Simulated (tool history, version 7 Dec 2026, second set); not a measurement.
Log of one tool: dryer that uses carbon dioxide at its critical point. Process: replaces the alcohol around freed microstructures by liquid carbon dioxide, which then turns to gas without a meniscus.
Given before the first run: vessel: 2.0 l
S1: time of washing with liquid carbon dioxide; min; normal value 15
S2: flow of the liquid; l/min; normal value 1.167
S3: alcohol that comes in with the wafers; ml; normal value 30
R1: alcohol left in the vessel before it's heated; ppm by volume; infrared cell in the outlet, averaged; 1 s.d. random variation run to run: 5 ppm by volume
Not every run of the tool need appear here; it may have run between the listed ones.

Run 1, hour 0: usual settings. Result: R1 35 ppm by volume.
Run 2, hour 9.3: usual settings. Result: R1 41 ppm by volume.
Run 3, hour 14.6: usual settings but S1 19 min. Result: R1 21 ppm by volume.
Run 4, hour 19.7: usual settings but S1 19 min. Result: R1 27 ppm by volume.
Run 5, hour 24.6: usual settings but S1 19 min. Result: R1 25 ppm by volume.
Run 6, hour 31.4: usual settings but S1 19 min. Result: R1 36 ppm by volume.
Run 7, hour 40.6: usual settings but S1 19 min. Result: R1 18 ppm by volume.
Run 8, hour 47.1: usual settings but S1 19 min. Result: R1 23 ppm by volume.
Run 9, hour 54: usual settings. Result: R1 30 ppm by volume.
Run 10, hour 62.7: usual settings but S3 47 ml. Result: R1 53 ppm by volume.
Run 11, hour 71.5: usual settings but S2 0.96 l/min. Result: R1 92 ppm by volume.
Run 12, hour 76.2: usual settings but S2 0.96 l/min. Result: R1 73 ppm by volume.
Run 13, hour 83.8: usual settings but S2 0.7 l/min, S3 31 ml. Result: R1 312 ppm by volume.
Run 14, hour 93.1: usual settings but S2 0.7 l/min, S3 31 ml. Result: R1 311 ppm by volume.
Run 15, hour 99.8: usual settings but S1 11 min, S2 0.92 l/min, S3 24 ml. Result: R1 271 ppm by volume.
Run 16, hour 106.7: usual settings but S1 10 min, S3 43 ml. Result: R1 277 ppm by volume.
Run 17, hour 114: usual settings but S1 14 min, S2 0.93 l/min, S3 49 ml. Result: R1 197 ppm by volume.
Run 18, hour 119.5: usual settings but S3 65 ml. Result: R1 70 ppm by volume.
Run 19, hour 126.6: usual settings but S3 96 ml. Result: R1 90 ppm by volume.

Here are 4 independent what-if runs from the current tool condition. What would each one return?
Run A, hour 135.4: usual settings but S1 9 min. Result: R1 ?.
Run B, hour 135.4: usual settings but S1 14 min, S2 1.42 l/min, S3 96 ml. Result: R1 ?.
Run C, hour 135.4: usual settings but S1 13 min, S2 0.71 l/min, S3 100 ml. Result: R1 ?.
Run D, hour 135.4: usual settings but S1 19 min, S3 95 ml. Result: R1 ?.

run    R1
  A   299
  B    49
  C  1565
  D    40
Take away the tool's hidden state, keep each run's random variation, and the runs would have read:
run    R1
  A   217
  B    17
  C  1246
  D    13

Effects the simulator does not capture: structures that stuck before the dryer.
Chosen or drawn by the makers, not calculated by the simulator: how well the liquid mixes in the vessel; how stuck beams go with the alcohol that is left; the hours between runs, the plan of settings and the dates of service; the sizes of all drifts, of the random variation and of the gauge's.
